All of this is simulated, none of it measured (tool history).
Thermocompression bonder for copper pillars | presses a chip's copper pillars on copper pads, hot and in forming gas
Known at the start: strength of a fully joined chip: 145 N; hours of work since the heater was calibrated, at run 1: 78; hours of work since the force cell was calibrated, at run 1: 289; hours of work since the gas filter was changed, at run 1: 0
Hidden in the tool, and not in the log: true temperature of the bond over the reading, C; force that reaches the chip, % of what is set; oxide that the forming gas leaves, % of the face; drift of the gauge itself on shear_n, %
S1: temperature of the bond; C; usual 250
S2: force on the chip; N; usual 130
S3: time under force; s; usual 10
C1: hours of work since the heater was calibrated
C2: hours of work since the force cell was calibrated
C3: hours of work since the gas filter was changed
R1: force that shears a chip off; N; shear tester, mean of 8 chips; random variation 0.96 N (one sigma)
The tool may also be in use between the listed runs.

run,hour,S1,S2,S3,C1,C2,C3,R1
1,0,250,130,10,78,289,0,77
2,10,250,130,10,85,296,7,78.1
3,16.9,250,130,10,90,301,12,79.6
4,30.1,250,130,10,99,310,21,80.4
5,41.4,250,130,10,106,318,28,79.3
6,52.1,250,173,10,114,325,36,99.8
7,66.5,250,130,30,124,335,45,106.1
8,78.3,250,130,30,132,343,53,106
9,88.3,250,121,30,138,350,60,100.3
10,100.4,250,130,10,147,358,68,78.2
11,108.3,250,130,10,152,363,74,76.9
12,118.7,250,130,10,159,370,81,76.8
13,125,250,130,18,163,375,85,90.4
14,131.8,250,130,18,168,379,90,92
15,141.3,250,130,18,175,386,96,92.2
16,150.5,250,130,18,181,392,103,90.6
17,160.3,250,130,18,188,399,109,90.4
18,171.5,250,98,10,195,406,117,58.2
19,185.3,252,98,10,205,416,126,59.8
20,195.4,252,98,22,211,423,133,77.7
21,208.1,270,82,7,220,431,142,53
22,214.4,275,153,15,224,436,146,116.3
23,222.6,275,108,7,230,441,152,74.6
24,235.5,232,102,7,239,450,160,39.3
25,244.2,250,130,8,245,456,166,68
26,258.6,278,139,17,255,466,176,112.1
27,268,254,130,7,261,472,183,66.6
28,277.7,254,130,7,268,479,189,67.1
29,283.8,254,88,25,272,483,193,72.8
30,292,261,88,26,277,488,199,79.6
# hour 297.2: forming gas filter changed
31,306.8,261,92,10,287,498,7,61.5
32,318.1,261,92,10,295,506,14,62.1
33,330.9,257,140,6,303,515,23,74.6
34,337.7,257,141,14,308,519,28,95.6
35,346,235,102,13,314,525,33,52.3
36,355.6,250,139,20,320,531,40,97.4
37,370,242,119,5,330,541,50,46.8
38,377.9,242,119,5,336,547,55,46.9
39,389.9,258,121,5,344,555,63,59.8

4 ways to go on from here, each from the tool as it stands after run 39. What would each give?
A,402.4,277,89,10,352,563,72,?
B,402.4,241,121,5,352,563,72,?
C,402.4,250,130,19,352,563,72,?
D,402.4,230,195,14,352,563,72,?

run,R1
A,70.5
B,46.3
C,91.2
D,92
Without the tool's hidden state the same runs would have given:
run,R1
A,78.1
B,52.7
C,99.9
D,101

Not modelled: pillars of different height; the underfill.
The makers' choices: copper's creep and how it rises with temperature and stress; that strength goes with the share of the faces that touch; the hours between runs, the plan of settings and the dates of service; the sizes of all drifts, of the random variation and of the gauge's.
